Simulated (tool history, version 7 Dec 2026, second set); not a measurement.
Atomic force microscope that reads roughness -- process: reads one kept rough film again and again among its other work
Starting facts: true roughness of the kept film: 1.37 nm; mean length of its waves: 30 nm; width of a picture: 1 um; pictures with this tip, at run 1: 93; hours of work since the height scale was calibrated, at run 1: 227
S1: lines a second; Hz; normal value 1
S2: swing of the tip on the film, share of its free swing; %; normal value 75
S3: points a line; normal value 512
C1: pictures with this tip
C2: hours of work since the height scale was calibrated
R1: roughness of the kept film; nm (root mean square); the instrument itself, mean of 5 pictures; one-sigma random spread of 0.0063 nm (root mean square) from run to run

run   hour    S1  S2   S3   C1   C2     R1
  1      0     1  75  512   93  227  1.204
  2      4  2.27  75  512   99  230  1.135
  3    8.5     1  75  599  106  233  1.183
  4   15.9     1  75  599  117  239  1.175
  5   20.1     1  75  512  123  242  1.171
  6     24     1  75  512  129  246  1.184
  7   30.5     1  81  512  139  251  1.156
  8   37.4     1  81  512  150  256  1.151
  9   41.1     1  75  559  155  259  1.168
 10   49.5     1  75  559  168  266  1.157
 11     56     1  75  559  178  271  1.164
 12     61     1  75  512  185  275  1.158
 13   67.1     1  75  512  194  280  1.146
      68.7  -- height scale calibrated on a step standard
 14   72.7     1  75  512  201    3  1.138
 15   77.2     1  75  512  208    7  1.145
 16   82.8     1  75  270  217   11  1.129
 17   91.3     1  75  270  230   18  1.121
 18   96.6     1  75  270  238   22  1.124
     101.5  -- height scale calibrated on a step standard, once more
 19  105.7     1  75  270  250    3  1.121
 20  111.4     1  75  270  258    8   1.12
 21  119.4     1  75  859  270   14  1.121
     124.9  -- new tip fitted
 22  124.9     1  75  859    0   18  1.239
 23  131.1     1  75  859    9   23  1.222
 24  136.6     1  75  859   18   27  1.233
 25    144     1  75  859   29   33  1.202
 26  150.8     1  86  617   39   39  1.176
 27  156.8     1  86  617   48   43  1.181
 28  164.7     1  86  617   60   50  1.167
 29  172.2     1  75  493   72   56  1.196
 30  178.6     1  65  347   81   61  1.199
 31  187.1  1.12  69  512   94   68  1.204
 32  194.8  2.91  68  418  106   74  1.131
 33  199.3     1  75  547  112   77   1.18
 34  207.8     1  75  547  125   84  1.175
 35  216.8     1  75  259  139   91  1.154
 36  223.7     1  74  512  149   97  1.162
 37  230.1  1.68  58  512  159  102  1.175
 38  237.2  1.68  58  512  170  107  1.172
 39  245.2  1.12  59  772  182  114  1.186
 40  254.3  2.35  59  331  196  121  1.155
 41  263.2  2.35  81  627  209  128  1.051
 42    271  2.35  81  627  221  134  1.042
 43  278.2  2.35  81  627  232  140  1.042
 44  286.7  0.79  82  821  245  147  1.133
 45  294.1  0.79  82  821  256  152  1.128
 46  297.9     1  70  512  261  155  1.129
 47  304.9     1  75  768  272  161  1.128

How would selected steps in R1 from run to run divide? Give the signed amount a tool lacking its hidden state would still show from settings, what came in and random variation, and the signed amount left for the hidden state, including any gauge scatter that is not in both of the compared results.
Hidden state at play: radius of the tip, nm; height scale over the true one, %; drift of the gauge itself on roughness_nm, %.
Run 21 -> 22: new tip fitted. R1 +0.118 nm (root mean square): hidden state +0.103, all else +0.015.
Run 34 -> 35: S3 547 -> 259. R1 -0.021 nm (root mean square): hidden state -0.006, all else -0.015.
Run 40 -> 41: S2 59 -> 81, S3 331 -> 627. R1 -0.104 nm (root mean square): hidden state +0.002, all else -0.106.
Run 43 -> 44: S1 2.35 -> 0.79, S2 81 -> 82, S3 627 -> 821. R1 +0.091 nm (root mean square): hidden state -0.013, all else +0.104.
